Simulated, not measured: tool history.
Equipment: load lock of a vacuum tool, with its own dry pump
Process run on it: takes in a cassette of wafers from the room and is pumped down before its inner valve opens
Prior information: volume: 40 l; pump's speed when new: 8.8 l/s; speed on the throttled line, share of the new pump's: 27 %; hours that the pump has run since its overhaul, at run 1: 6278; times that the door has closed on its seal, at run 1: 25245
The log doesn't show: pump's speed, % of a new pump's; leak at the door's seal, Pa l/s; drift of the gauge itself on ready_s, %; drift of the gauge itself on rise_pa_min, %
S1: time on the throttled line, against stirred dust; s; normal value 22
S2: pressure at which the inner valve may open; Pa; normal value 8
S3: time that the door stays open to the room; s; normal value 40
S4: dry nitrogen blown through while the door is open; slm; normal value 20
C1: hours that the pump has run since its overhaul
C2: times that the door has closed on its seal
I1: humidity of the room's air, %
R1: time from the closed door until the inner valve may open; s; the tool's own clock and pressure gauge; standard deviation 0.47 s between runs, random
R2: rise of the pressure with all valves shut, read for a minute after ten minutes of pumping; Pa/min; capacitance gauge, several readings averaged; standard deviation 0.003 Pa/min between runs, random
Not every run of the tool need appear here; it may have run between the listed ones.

run,hour,S1,S2,S3,S4,C1,C2,I1,R1,R2
1,0.0,22,8,40,20,6278,25245,46.2,65.7,0.094
2,279.0,22,8,40,20,6557,25891,42.9,65.1,0.100
3,656.4,22,8,40,20,6934,26764,46.8,67.0,0.099
4,916.2,22,8,40,11,7194,27366,42.9,67.6,0.109
5,1228.9,22,8,108,20,7507,28090,45.9,68.2,0.113
6,1407.8,22,8,108,20,7686,28504,49.3,67.5,0.118
7,1614.9,22,8,40,20,7893,28984,50.1,68.2,0.109
8,1912.0,22,8,40,20,8190,29671,45.2,68.4,0.115
9,2154.8,22,8,40,20,8433,30234,42.4,69.3,0.115
10,2564.0,22,8,40,20,8842,31181,45.1,69.3,0.119
11,2829.9,22,8,40,20,9108,31796,46.3,70.1,0.124
12,3133.6,22,8,40,20,9412,32499,43.9,70.6,0.127
13,3389.6,22,8,40,20,9668,33092,40.5,71.3,0.125
14,3817.5,16,8,40,20,10096,34083,44.3,67.4,0.127
# hour 3930.2: dry pump taken out, an overhauled one fitted
15,4198.6,16,8,40,20,268,34951,46.4,55.5,0.138
16,4430.9,22,8,40,20,501,35489,42.1,59.7,0.137
17,4814.6,22,8,40,20,884,36377,46.9,60.0,0.143
18,5069.2,22,8,40,20,1139,36967,46.3,60.1,0.150
19,5436.7,22,8,40,20,1506,37817,46.3,61.0,0.155
20,5664.3,14,10,174,4,1734,38344,44.0,54.0,0.179
21,5849.6,13,8,40,6,1919,38773,43.3,55.2,0.160
22,6176.3,15,8,109,5,2246,39530,45.8,56.8,0.178
23,6391.0,15,8,109,5,2461,40027,47.8,56.4,0.176
24,6662.6,37,8,40,37,2732,40655,44.9,72.4,0.173
25,6918.1,37,8,40,37,2988,41247,44.5,72.9,0.164
26,7262.6,37,11,40,11,3332,42044,47.4,70.8,0.182
27,7590.7,37,11,40,11,3660,42804,43.5,71.9,0.184
28,7971.1,37,11,40,11,4041,43685,45.7,72.2,0.194
29,8210.3,26,11,122,44,4280,44238,43.7,64.9,0.189
30,8401.6,17,8,113,10,4471,44681,42.7,60.7,0.206
31,8748.6,17,8,113,4,4818,45485,47.6,61.4,0.217
32,9027.4,17,8,113,4,5097,46130,43.9,61.3,0.220
33,9346.0,12,8,113,35,5416,46868,46.7,58.0,0.209
34,9557.0,26,8,202,7,5627,47356,43.1,67.2,0.236
35,9962.5,30,7,202,7,6032,48295,45.1,72.4,0.237
36,10374.9,36,8,202,20,6445,49249,45.3,76.5,0.237

5 options for the next run, each taken on its own from the tool as it stands now. Forecast them:
A,10574.1,36,8,202,6,6644,49711,43.0,?,?
B,10574.1,29,7,40,20,6644,49711,45.0,?,?
C,10574.1,36,9,202,20,6644,49711,43.1,?,?
D,10574.1,36,8,30,20,6644,49711,42.4,?,?
E,10574.1,22,7,52,20,6644,49711,44.5,?,?

run,R1,R2
A,76.5,0.245
B,72.1,0.227
C,75.3,0.234
D,77.1,0.223
E,68.1,0.228
With no hidden state in the tool, these same runs would have given:
run,R1,R2
A,70.1,0.039
B,65.3,0.022
C,69.1,0.028
D,70.8,0.017
E,60.9,0.022

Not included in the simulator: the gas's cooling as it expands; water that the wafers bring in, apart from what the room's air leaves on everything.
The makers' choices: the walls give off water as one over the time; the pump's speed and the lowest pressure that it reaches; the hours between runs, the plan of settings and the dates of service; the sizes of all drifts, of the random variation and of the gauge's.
